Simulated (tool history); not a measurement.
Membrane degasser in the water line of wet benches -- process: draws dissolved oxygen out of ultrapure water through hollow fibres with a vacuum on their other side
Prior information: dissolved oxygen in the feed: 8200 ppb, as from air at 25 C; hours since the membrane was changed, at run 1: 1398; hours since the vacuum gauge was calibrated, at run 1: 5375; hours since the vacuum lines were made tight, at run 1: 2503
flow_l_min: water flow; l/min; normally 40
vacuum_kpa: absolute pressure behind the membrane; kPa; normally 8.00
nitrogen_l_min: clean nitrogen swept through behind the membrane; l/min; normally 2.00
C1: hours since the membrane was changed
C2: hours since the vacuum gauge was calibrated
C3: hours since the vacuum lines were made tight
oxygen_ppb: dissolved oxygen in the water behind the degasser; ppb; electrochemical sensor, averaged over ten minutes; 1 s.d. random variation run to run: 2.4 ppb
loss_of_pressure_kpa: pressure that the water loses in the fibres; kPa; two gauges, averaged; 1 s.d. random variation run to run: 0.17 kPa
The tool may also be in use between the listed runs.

run 1 day=0.000 | flow_l_min=40 vacuum_kpa=8.00 nitrogen_l_min=2.00 | C1=1398 C2=5375 C3=2503 | oxygen_ppb=271.1 loss_of_pressure_kpa=28.81
run 2 day=2.167 | flow_l_min=40 vacuum_kpa=10.92 nitrogen_l_min=2.00 | C1=1450 C2=5427 C3=2555 | oxygen_ppb=383.6 loss_of_pressure_kpa=29.02
run 3 day=3.750 | flow_l_min=40 vacuum_kpa=10.92 nitrogen_l_min=2.00 | C1=1488 C2=5465 C3=2593 | oxygen_ppb=393.5 loss_of_pressure_kpa=29.10
run 4 day=5.225 | flow_l_min=40 vacuum_kpa=10.92 nitrogen_l_min=2.00 | C1=1524 C2=5500 C3=2628 | oxygen_ppb=389.3 loss_of_pressure_kpa=28.65
run 5 day=7.396 | flow_l_min=40 vacuum_kpa=8.00 nitrogen_l_min=3.25 | C1=1576 C2=5552 C3=2680 | oxygen_ppb=190.4 loss_of_pressure_kpa=28.75
run 6 day=8.600 | flow_l_min=40 vacuum_kpa=8.00 nitrogen_l_min=3.30 | C1=1605 C2=5581 C3=2709 | oxygen_ppb=186.3 loss_of_pressure_kpa=28.98
run 7 day=10.338 | flow_l_min=40 vacuum_kpa=8.00 nitrogen_l_min=3.30 | C1=1646 C2=5623 C3=2751 | oxygen_ppb=186.8 loss_of_pressure_kpa=29.12
run 8 day=11.617 | flow_l_min=40 vacuum_kpa=8.00 nitrogen_l_min=3.30 | C1=1677 C2=5653 C3=2782 | oxygen_ppb=187.6 loss_of_pressure_kpa=28.91
run 9 day=13.396 | flow_l_min=40 vacuum_kpa=8.00 nitrogen_l_min=3.30 | C1=1720 C2=5696 C3=2824 | oxygen_ppb=186.4 loss_of_pressure_kpa=28.74
run 10 day=15.692 | flow_l_min=40 vacuum_kpa=8.00 nitrogen_l_min=2.00 | C1=1775 C2=5751 C3=2879 | oxygen_ppb=273.4 loss_of_pressure_kpa=29.10
run 11 day=16.854 | flow_l_min=40 vacuum_kpa=8.00 nitrogen_l_min=2.00 | C1=1803 C2=5779 C3=2907 | oxygen_ppb=272.5 loss_of_pressure_kpa=28.70
run 12 day=18.192 | flow_l_min=40 vacuum_kpa=8.00 nitrogen_l_min=2.00 | C1=1835 C2=5811 C3=2939 | oxygen_ppb=272.4 loss_of_pressure_kpa=29.02
run 13 day=20.292 | flow_l_min=40 vacuum_kpa=8.00 nitrogen_l_min=2.00 | C1=1885 C2=5862 C3=2990 | oxygen_ppb=273.3 loss_of_pressure_kpa=29.01
-- day=20.408 vacuum gauge calibrated
run 14 day=21.308 | flow_l_min=40 vacuum_kpa=8.00 nitrogen_l_min=2.00 | C1=1909 C2=22 C3=3014 | oxygen_ppb=282.5 loss_of_pressure_kpa=29.13
run 15 day=22.958 | flow_l_min=40 vacuum_kpa=8.00 nitrogen_l_min=2.00 | C1=1949 C2=61 C3=3053 | oxygen_ppb=287.0 loss_of_pressure_kpa=29.16
run 16 day=24.658 | flow_l_min=40 vacuum_kpa=8.00 nitrogen_l_min=0.83 | C1=1990 C2=102 C3=3094 | oxygen_ppb=550.5 loss_of_pressure_kpa=29.19
run 17 day=25.854 | flow_l_min=56 vacuum_kpa=8.00 nitrogen_l_min=1.03 | C1=2018 C2=131 C3=3123 | oxygen_ppb=640.8 loss_of_pressure_kpa=40.46
run 18 day=27.042 | flow_l_min=56 vacuum_kpa=8.00 nitrogen_l_min=1.03 | C1=2047 C2=159 C3=3151 | oxygen_ppb=645.0 loss_of_pressure_kpa=40.93
run 19 day=28.379 | flow_l_min=56 vacuum_kpa=8.00 nitrogen_l_min=1.03 | C1=2079 C2=191 C3=3183 | oxygen_ppb=635.7 loss_of_pressure_kpa=40.62
run 20 day=30.075 | flow_l_min=56 vacuum_kpa=8.00 nitrogen_l_min=1.03 | C1=2120 C2=232 C3=3224 | oxygen_ppb=629.2 loss_of_pressure_kpa=40.67
-- day=31.288 vacuum gauge calibrated, once more
run 21 day=31.329 | flow_l_min=56 vacuum_kpa=8.00 nitrogen_l_min=1.03 | C1=2149 C2=1 C3=3254 | oxygen_ppb=535.0 loss_of_pressure_kpa=40.40
run 22 day=33.008 | flow_l_min=56 vacuum_kpa=8.00 nitrogen_l_min=1.03 | C1=2189 C2=41 C3=3294 | oxygen_ppb=545.9 loss_of_pressure_kpa=40.63
run 23 day=34.579 | flow_l_min=56 vacuum_kpa=8.00 nitrogen_l_min=1.03 | C1=2227 C2=79 C3=3332 | oxygen_ppb=537.0 loss_of_pressure_kpa=40.84
run 24 day=36.450 | flow_l_min=40 vacuum_kpa=8.31 nitrogen_l_min=5.71 | C1=2272 C2=124 C3=3377 | oxygen_ppb=121.4 loss_of_pressure_kpa=28.99
run 25 day=38.638 | flow_l_min=40 vacuum_kpa=8.00 nitrogen_l_min=3.66 | C1=2325 C2=176 C3=3429 | oxygen_ppb=155.6 loss_of_pressure_kpa=28.82
run 26 day=40.712 | flow_l_min=40 vacuum_kpa=8.00 nitrogen_l_min=3.66 | C1=2374 C2=226 C3=3479 | oxygen_ppb=160.4 loss_of_pressure_kpa=29.25
run 27 day=42.871 | flow_l_min=40 vacuum_kpa=8.00 nitrogen_l_min=3.66 | C1=2426 C2=278 C3=3531 | oxygen_ppb=158.5 loss_of_pressure_kpa=29.28
run 28 day=44.408 | flow_l_min=40 vacuum_kpa=8.00 nitrogen_l_min=3.66 | C1=2463 C2=315 C3=3568 | oxygen_ppb=160.0 loss_of_pressure_kpa=29.27
run 29 day=46.004 | flow_l_min=64 vacuum_kpa=10.47 nitrogen_l_min=2.02 | C1=2501 C2=353 C3=3606 | oxygen_ppb=562.0 loss_of_pressure_kpa=46.62
run 30 day=47.617 | flow_l_min=64 vacuum_kpa=10.47 nitrogen_l_min=2.02 | C1=2540 C2=392 C3=3645 | oxygen_ppb=555.7 loss_of_pressure_kpa=46.34
run 31 day=49.917 | flow_l_min=64 vacuum_kpa=10.47 nitrogen_l_min=2.02 | C1=2595 C2=447 C3=3700 | oxygen_ppb=562.6 loss_of_pressure_kpa=46.30

Each run again, without the hidden state but with its own random variation kept:
The hidden state here: membrane still open, %; true pressure behind the membrane over the reading, kPa; air that leaks in behind the membrane, l/min; drift of the gauge itself on oxygen_ppb, %; drift of the gauge itself on loss_of_pressure_kpa, %.
run=1 oxygen_ppb=243.2 loss_of_pressure_kpa=28.52
run=2 oxygen_ppb=356.3 loss_of_pressure_kpa=28.72
run=3 oxygen_ppb=365.2 loss_of_pressure_kpa=28.79
run=4 oxygen_ppb=361.2 loss_of_pressure_kpa=28.34
run=5 oxygen_ppb=170.3 loss_of_pressure_kpa=28.42
run=6 oxygen_ppb=166.5 loss_of_pressure_kpa=28.65
run=7 oxygen_ppb=166.8 loss_of_pressure_kpa=28.78
run=8 oxygen_ppb=167.4 loss_of_pressure_kpa=28.56
run=9 oxygen_ppb=166.1 loss_of_pressure_kpa=28.38
run=10 oxygen_ppb=243.0 loss_of_pressure_kpa=28.73
run=11 oxygen_ppb=242.1 loss_of_pressure_kpa=28.32
run=12 oxygen_ppb=241.8 loss_of_pressure_kpa=28.64
run=13 oxygen_ppb=242.4 loss_of_pressure_kpa=28.62
run=14 oxygen_ppb=237.4 loss_of_pressure_kpa=28.73
run=15 oxygen_ppb=241.0 loss_of_pressure_kpa=28.75
run=16 oxygen_ppb=462.8 loss_of_pressure_kpa=28.78
run=17 oxygen_ppb=544.1 loss_of_pressure_kpa=39.87
run=18 oxygen_ppb=547.4 loss_of_pressure_kpa=40.33
run=19 oxygen_ppb=539.2 loss_of_pressure_kpa=40.01
run=20 oxygen_ppb=533.2 loss_of_pressure_kpa=40.04
run=21 oxygen_ppb=533.1 loss_of_pressure_kpa=39.77
run=22 oxygen_ppb=543.4 loss_of_pressure_kpa=39.98
run=23 oxygen_ppb=534.1 loss_of_pressure_kpa=40.18
run=24 oxygen_ppb=117.9 loss_of_pressure_kpa=28.51
run=25 oxygen_ppb=151.8 loss_of_pressure_kpa=28.33
run=26 oxygen_ppb=156.2 loss_of_pressure_kpa=28.75
run=27 oxygen_ppb=154.1 loss_of_pressure_kpa=28.76
run=28 oxygen_ppb=155.5 loss_of_pressure_kpa=28.75
run=29 oxygen_ppb=552.8 loss_of_pressure_kpa=45.78
run=30 oxygen_ppb=546.2 loss_of_pressure_kpa=45.49
run=31 oxygen_ppb=552.4 loss_of_pressure_kpa=45.42
